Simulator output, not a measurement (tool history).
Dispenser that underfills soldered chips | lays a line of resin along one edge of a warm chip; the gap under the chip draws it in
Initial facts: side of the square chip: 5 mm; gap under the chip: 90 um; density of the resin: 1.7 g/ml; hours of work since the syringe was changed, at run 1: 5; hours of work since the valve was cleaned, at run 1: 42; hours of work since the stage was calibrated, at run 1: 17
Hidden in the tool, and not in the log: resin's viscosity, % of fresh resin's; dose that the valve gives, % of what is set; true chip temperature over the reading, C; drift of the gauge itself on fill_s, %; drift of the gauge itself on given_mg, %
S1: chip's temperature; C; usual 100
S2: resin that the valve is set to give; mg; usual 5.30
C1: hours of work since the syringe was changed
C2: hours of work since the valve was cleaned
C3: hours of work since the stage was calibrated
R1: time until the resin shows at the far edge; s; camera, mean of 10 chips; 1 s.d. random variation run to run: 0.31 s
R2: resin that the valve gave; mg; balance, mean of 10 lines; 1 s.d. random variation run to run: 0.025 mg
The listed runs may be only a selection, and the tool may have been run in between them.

run   hour   S1    S2  C1   C2  C3    R1    R2
  1    0.0  100  5.30   5   42  17  10.5  5.22
  2    2.5  100  5.30   7   43  18  12.1  5.19
  3    4.8  100  5.30   9   45  20  13.8  5.20
       6.2  -- new syringe of resin
  4    8.7  100  5.30   2   48  23   7.4  5.19
  5   11.3  100  5.30   4   49  24   8.4  5.16
  6   13.4  100  5.30   5   51  26   9.9  5.16
  7   16.5  100  5.30   7   53  28  12.4  5.21
      19.7  -- new syringe of resin
  8   20.3  100  5.30   0   56  31   6.5  5.19
  9   24.3  100  5.30   3   58  33   8.8  5.17
 10   27.6  100  5.30   5   61  36  10.5  5.16
 11   30.8  100  5.30   8   63  38  12.9  5.15
      33.2  -- new syringe of resin
 12   35.0  100  5.30   1   66  41   8.0  5.14
 13   37.6  100  5.30   3   67  42   9.0  5.09
 14   40.8  100  5.30   5   70  45  10.9  5.14
 15   43.8  100  5.30   7   72  47  12.9  5.20
      46.7  -- new syringe of resin
 16   47.2  100  5.90   0   74  49   6.4  5.70
 17   49.5  100  5.90   2   76  51   7.9  5.68
 18   53.0  100  5.30   4   78  53  10.1  5.16
 19   56.5   98  5.30   7   81  56  12.5  5.14
      60.3  -- new syringe of resin
 20   61.3   98  4.55   1   84  59   7.8  4.37
 21   64.6   89  4.51   3   86  61  12.3  4.35
 22   69.2   89  4.51   6   89  64  16.1  4.34
 23   72.4   88  5.88   9   92  67  19.0  5.68
      74.1  -- new syringe of resin
 24   77.5   88  5.88   2   95  70  11.3  5.63
 25   80.8  110  6.22   5   97  72   7.2  5.93
 26   84.6   88  5.98   7  100  75  17.1  5.70
      87.8  -- new syringe of resin
 27   88.2   99  4.60   0  102  77   8.0  4.37
 28   90.2   87  4.60   2  104  79  11.9  4.39
 29   92.9  100  4.93   4  106  81   9.2  4.68
 30   95.1  100  4.93   5  107  82  11.3  4.75
 31   98.1  100  4.93   7  109  84  13.2  4.67
     101.3  -- new syringe of resin
 32  102.0  112  4.94   0  112  87   5.3  4.69
 33  106.4  110  6.53   4  115  90   7.2  6.22
 34  109.3   99  6.53   6  117  92  10.9  6.21
 35  113.7   86  6.61   9  120  95  20.5  6.28
     114.8  -- new syringe of resin
 36  117.9   86  6.61   2  123  98  11.6  6.30

Selected run-to-run steps in R1, each split into two signed amounts: the part the tool would show with no hidden state at all (from settings, incoming material and random variation), and the remainder, which goes to the hidden state together with any gauge scatter not common to the measured and the hidden-state-free results:
Run 23 -> 24: new syringe of resin. R1 -7.7 s: hidden state -7.9, all else +0.2.
Run 25 -> 26: S1 110 -> 88, S2 6.22 -> 5.98. R1 +9.9 s: hidden state +6.0, all else +3.9.
Run 26 -> 27: S1 88 -> 99, S2 5.98 -> 4.60, new syringe of resin. R1 -9.1 s: hidden state -8.3, all else -0.8.
Run 34 -> 35: S1 99 -> 86, S2 6.53 -> 6.61. R1 +9.6 s: hidden state +7.1, all else +2.5.
Run 35 -> 36: new syringe of resin. R1 -8.9 s: hidden state -9.4, all else +0.5.
